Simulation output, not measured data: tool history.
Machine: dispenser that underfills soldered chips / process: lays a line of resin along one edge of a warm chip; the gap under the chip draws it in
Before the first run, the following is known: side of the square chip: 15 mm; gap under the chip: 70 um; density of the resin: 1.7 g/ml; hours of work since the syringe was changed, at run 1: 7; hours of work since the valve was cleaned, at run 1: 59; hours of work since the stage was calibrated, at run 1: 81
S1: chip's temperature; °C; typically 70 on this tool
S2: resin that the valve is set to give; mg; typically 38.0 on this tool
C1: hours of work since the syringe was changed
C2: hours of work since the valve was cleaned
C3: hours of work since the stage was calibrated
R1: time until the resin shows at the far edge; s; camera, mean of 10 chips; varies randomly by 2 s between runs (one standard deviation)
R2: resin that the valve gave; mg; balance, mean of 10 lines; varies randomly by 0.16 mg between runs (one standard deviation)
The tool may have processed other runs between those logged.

run 1 hour=0.0 | S1=70 S2=38.0 | C1=7 C2=59 C3=81 | R1=254.2 R2=36.77
run 2 hour=4.9 | S1=70 S2=38.0 | C1=10 C2=62 C3=84 | R1=282.9 R2=36.34
-- hour=5.9 new syringe of resin
run 3 hour=13.2 | S1=70 S2=38.0 | C1=5 C2=68 C3=90 | R1=233.2 R2=36.32
run 4 hour=20.3 | S1=70 S2=35.5 | C1=10 C2=73 C3=95 | R1=281.6 R2=33.48
-- hour=22.3 new syringe of resin
run 5 hour=26.7 | S1=70 S2=35.5 | C1=3 C2=77 C3=99 | R1=233.0 R2=33.59
run 6 hour=33.7 | S1=70 S2=35.5 | C1=8 C2=82 C3=104 | R1=273.5 R2=33.48
-- hour=38.1 new syringe of resin
run 7 hour=42.4 | S1=70 S2=33.2 | C1=3 C2=88 C3=110 | R1=238.2 R2=31.22
run 8 hour=46.9 | S1=73 S2=33.2 | C1=6 C2=91 C3=113 | R1=228.9 R2=31.14
-- hour=54.4 new syringe of resin
run 9 hour=55.2 | S1=73 S2=33.2 | C1=1 C2=97 C3=119 | R1=198.6 R2=31.33
run 10 hour=62.8 | S1=73 S2=35.0 | C1=6 C2=102 C3=124 | R1=231.0 R2=32.43
-- hour=69.0 dispensing valve cleaned and set on the balance
run 11 hour=70.0 | S1=73 S2=35.0 | C1=10 C2=1 C3=128 | R1=257.7 R2=34.70
-- hour=71.7 new syringe of resin
run 12 hour=75.0 | S1=73 S2=35.0 | C1=2 C2=4 C3=132 | R1=200.9 R2=34.99
run 13 hour=83.2 | S1=73 S2=35.0 | C1=8 C2=10 C3=137 | R1=236.1 R2=34.82
run 14 hour=86.8 | S1=83 S2=44.6 | C1=11 C2=12 C3=140 | R1=166.3 R2=43.95
-- hour=87.5 new syringe of resin
run 15 hour=90.9 | S1=83 S2=44.6 | C1=2 C2=15 C3=143 | R1=127.3 R2=44.22
run 16 hour=95.9 | S1=83 S2=47.2 | C1=6 C2=19 C3=146 | R1=141.3 R2=46.89
-- hour=103.4 new syringe of resin
run 17 hour=104.4 | S1=83 S2=47.2 | C1=1 C2=24 C3=152 | R1=120.7 R2=46.32
run 18 hour=111.7 | S1=80 S2=37.7 | C1=6 C2=29 C3=157 | R1=163.9 R2=36.88

Across each entry between runs, compare the hidden state at the last listed run before it with the hidden state at the first listed run after it:
From run 2 to run 3: new syringe of resin (hour 5.9)
  resin's viscosity, % of fresh resin's: 137.8 -> 114.9; dose that the valve gives, % of what is set: 95.73 -> 95.35; true chip temperature over the reading, C: -0.53 -> -0.56
  measured result minus the result with no hidden state, R1: +84.2 -> +37.1 s; R2: -1.62 -> -1.77 mg
From run 4 to run 5: new syringe of resin (hour 22.3)
  resin's viscosity, % of fresh resin's: 134.3 -> 109.7; dose that the valve gives, % of what is set: 95.02 -> 94.75; true chip temperature over the reading, C: -0.59 -> -0.61
  measured result minus the result with no hidden state, R1: +80.2 -> +29.3 s; R2: -1.76 -> -1.86 mg
From run 6 to run 7: new syringe of resin (hour 38.1)
  resin's viscosity, % of fresh resin's: 127.9 -> 109; dose that the valve gives, % of what is set: 94.46 -> 94.06; true chip temperature over the reading, C: -0.64 -> -0.67
  measured result minus the result with no hidden state, R1: +69.1 -> +30.8 s; R2: -1.96 -> -1.97 mg
From run 8 to run 9: new syringe of resin (hour 54.4)
  resin's viscosity, % of fresh resin's: 120.3 -> 103.3; dose that the valve gives, % of what is set: 93.86 -> 93.49; true chip temperature over the reading, C: -0.69 -> -0.72
  measured result minus the result with no hidden state, R1: +48.6 -> +17.0 s; R2: -2.04 -> -2.18 mg
From run 10 to run 11: dispensing valve cleaned and set on the balance (hour 69.0)
  resin's viscosity, % of fresh resin's: 122.2 -> 140; dose that the valve gives, % of what is set: 93.14 -> 100.08; true chip temperature over the reading, C: -0.75 -> -0.77
  measured result minus the result with no hidden state, R1: +52.0 -> +79.6 s; R2: -2.39 -> +0.03 mg
From run 11 to run 12: new syringe of resin (hour 71.7)
  resin's viscosity, % of fresh resin's: 140 -> 106.9; dose that the valve gives, % of what is set: 100.08 -> 99.86; true chip temperature over the reading, C: -0.77 -> -0.79
  measured result minus the result with no hidden state, R1: +79.6 -> +19.1 s; R2: +0.03 -> -0.06 mg
From run 14 to run 15: new syringe of resin (hour 87.5)
  resin's viscosity, % of fresh resin's: 138.7 -> 106.7; dose that the valve gives, % of what is set: 99.31 -> 99.11; true chip temperature over the reading, C: -0.84 -> -0.85
  measured result minus the result with no hidden state, R1: +50.2 -> +12.0 s; R2: -0.31 -> -0.40 mg
From run 16 to run 17: new syringe of resin (hour 103.4)
  resin's viscosity, % of fresh resin's: 119.2 -> 102.4; dose that the valve gives, % of what is set: 98.9 -> 98.5; true chip temperature over the reading, C: -0.88 -> -0.91
  measured result minus the result with no hidden state, R1: +26.8 -> +7.1 s; R2: -0.52 -> -0.70 mg
